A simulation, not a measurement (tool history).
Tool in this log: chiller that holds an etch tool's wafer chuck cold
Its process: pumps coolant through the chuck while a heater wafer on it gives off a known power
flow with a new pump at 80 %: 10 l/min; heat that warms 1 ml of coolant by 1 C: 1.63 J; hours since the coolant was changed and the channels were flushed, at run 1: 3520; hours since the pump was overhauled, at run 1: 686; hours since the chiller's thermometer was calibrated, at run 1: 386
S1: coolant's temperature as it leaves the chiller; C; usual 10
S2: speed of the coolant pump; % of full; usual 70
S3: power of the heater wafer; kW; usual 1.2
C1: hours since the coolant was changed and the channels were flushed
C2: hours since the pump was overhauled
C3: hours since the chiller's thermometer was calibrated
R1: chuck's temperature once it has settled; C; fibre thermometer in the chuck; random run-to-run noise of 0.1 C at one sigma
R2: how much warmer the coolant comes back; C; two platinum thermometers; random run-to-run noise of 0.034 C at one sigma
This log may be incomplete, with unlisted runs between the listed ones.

{"run": 1, "hour": 0.0, "S1": 10, "S2": 70, "S3": 1.2, "C1": 3520, "C2": 686, "C3": 386, "R1": 21.4, "R2": 5.19}
{"run": 2, "hour": 84.9, "S1": 10, "S2": 70, "S3": 1.2, "C1": 3604, "C2": 771, "C3": 471, "R1": 21.5, "R2": 5.29}
{"run": 3, "hour": 236.7, "S1": 10, "S2": 70, "S3": 1.2, "C1": 3756, "C2": 923, "C3": 623, "R1": 21.6, "R2": 5.32}
{"run": 4, "hour": 373.3, "S1": 11, "S2": 70, "S3": 1.2, "C1": 3893, "C2": 1059, "C3": 759, "R1": 22.4, "R2": 5.32}
{"run": 5, "hour": 505.8, "S1": 11, "S2": 70, "S3": 1.2, "C1": 4025, "C2": 1192, "C3": 892, "R1": 22.6, "R2": 5.3}
{"run": 6, "hour": 585.2, "S1": 11, "S2": 70, "S3": 1.2, "C1": 4105, "C2": 1271, "C3": 971, "R1": 22.6, "R2": 5.31}
{"run": 7, "hour": 716.0, "S1": 10, "S2": 70, "S3": 1.2, "C1": 4236, "C2": 1402, "C3": 1102, "R1": 21.8, "R2": 5.31}
{"run": 8, "hour": 807.6, "S1": 10, "S2": 70, "S3": 1.2, "C1": 4327, "C2": 1494, "C3": 1194, "R1": 21.5, "R2": 5.35}
{"run": 9, "hour": 912.8, "S1": 10, "S2": 70, "S3": 1.2, "C1": 4432, "C2": 1599, "C3": 1299, "R1": 21.6, "R2": 5.35}
{"run": 10, "hour": 1032.4, "S1": 10, "S2": 70, "S3": 1.2, "C1": 4552, "C2": 1719, "C3": 1418, "R1": 21.8, "R2": 5.36}
{"run": 11, "hour": 1144.5, "S1": 10, "S2": 70, "S3": 1.107, "C1": 4664, "C2": 1831, "C3": 1531, "R1": 20.7, "R2": 5.02}
{"hour": 1228.9, "done": "coolant changed, channels flushed"}
{"run": 12, "hour": 1238.3, "S1": 10, "S2": 70, "S3": 1.107, "C1": 9, "C2": 1918, "C3": 1618, "R1": 19.7, "R2": 5.05}
{"run": 13, "hour": 1306.9, "S1": 17, "S2": 73, "S3": 1.274, "C1": 78, "C2": 1987, "C3": 1687, "R1": 28, "R2": 5.48}
{"run": 14, "hour": 1400.9, "S1": 13, "S2": 77, "S3": 1.227, "C1": 172, "C2": 2081, "C3": 1781, "R1": 23.2, "R2": 5.06}
{"run": 15, "hour": 1520.7, "S1": 10, "S2": 70, "S3": 1.722, "C1": 292, "C2": 2201, "C3": 1901, "R1": 25.8, "R2": 7.82}
{"run": 16, "hour": 1641.4, "S1": 10, "S2": 70, "S3": 1.722, "C1": 412, "C2": 2321, "C3": 2021, "R1": 25.6, "R2": 7.86}
{"run": 17, "hour": 1797.4, "S1": 10, "S2": 70, "S3": 1.722, "C1": 568, "C2": 2477, "C3": 2177, "R1": 25.7, "R2": 7.87}
{"run": 18, "hour": 1962.3, "S1": 10, "S2": 93, "S3": 0.916, "C1": 733, "C2": 2642, "C3": 2342, "R1": 16.9, "R2": 3.07}
{"run": 19, "hour": 2064.4, "S1": 16, "S2": 76, "S3": 0.804, "C1": 835, "C2": 2744, "C3": 2444, "R1": 22.8, "R2": 3.4}
{"run": 20, "hour": 2223.7, "S1": 12, "S2": 74, "S3": 0.619, "C1": 995, "C2": 2904, "C3": 2604, "R1": 17.2, "R2": 2.69}
{"run": 21, "hour": 2324.3, "S1": 3, "S2": 82, "S3": 1.58, "C1": 1095, "C2": 3004, "C3": 2704, "R1": 16.1, "R2": 6.17}
{"run": 22, "hour": 2432.8, "S1": 12, "S2": 92, "S3": 1.2, "C1": 1204, "C2": 3113, "C3": 2813, "R1": 21, "R2": 4.23}
{"run": 23, "hour": 2511.9, "S1": 12, "S2": 92, "S3": 1.2, "C1": 1283, "C2": 3192, "C3": 2892, "R1": 21, "R2": 4.15}

4 options for the next run, each taken on its own from the tool as it stands now. Forecast them:
{"run": "A", "hour": 2639.4, "S1": 12, "S2": 70, "S3": 1.2, "C1": 1411, "C2": 3320, "C3": 3019, "R1": "?", "R2": "?"}
{"run": "B", "hour": 2639.4, "S1": 4, "S2": 69, "S3": 1.161, "C1": 1411, "C2": 3320, "C3": 3019, "R1": "?", "R2": "?"}
{"run": "C", "hour": 2639.4, "S1": 18, "S2": 72, "S3": 1.644, "C1": 1411, "C2": 3320, "C3": 3019, "R1": "?", "R2": "?"}
{"run": "D", "hour": 2639.4, "S1": 10, "S2": 75, "S3": 1.2, "C1": 1411, "C2": 3320, "C3": 3019, "R1": "?", "R2": "?"}

run=A R1=23.1 R2=5.61
run=B R1=14.8 R2=5.53
run=C R1=32.8 R2=7.43
run=D R1=20.4 R2=5.26
With the hidden condition removed and each run's random variation left untouched, the same runs would have given:
run=A R1=22.4 R2=5.11
run=B R1=14.1 R2=5.04
run=C R1=31.8 R2=6.77
run=D R1=19.8 R2=4.8
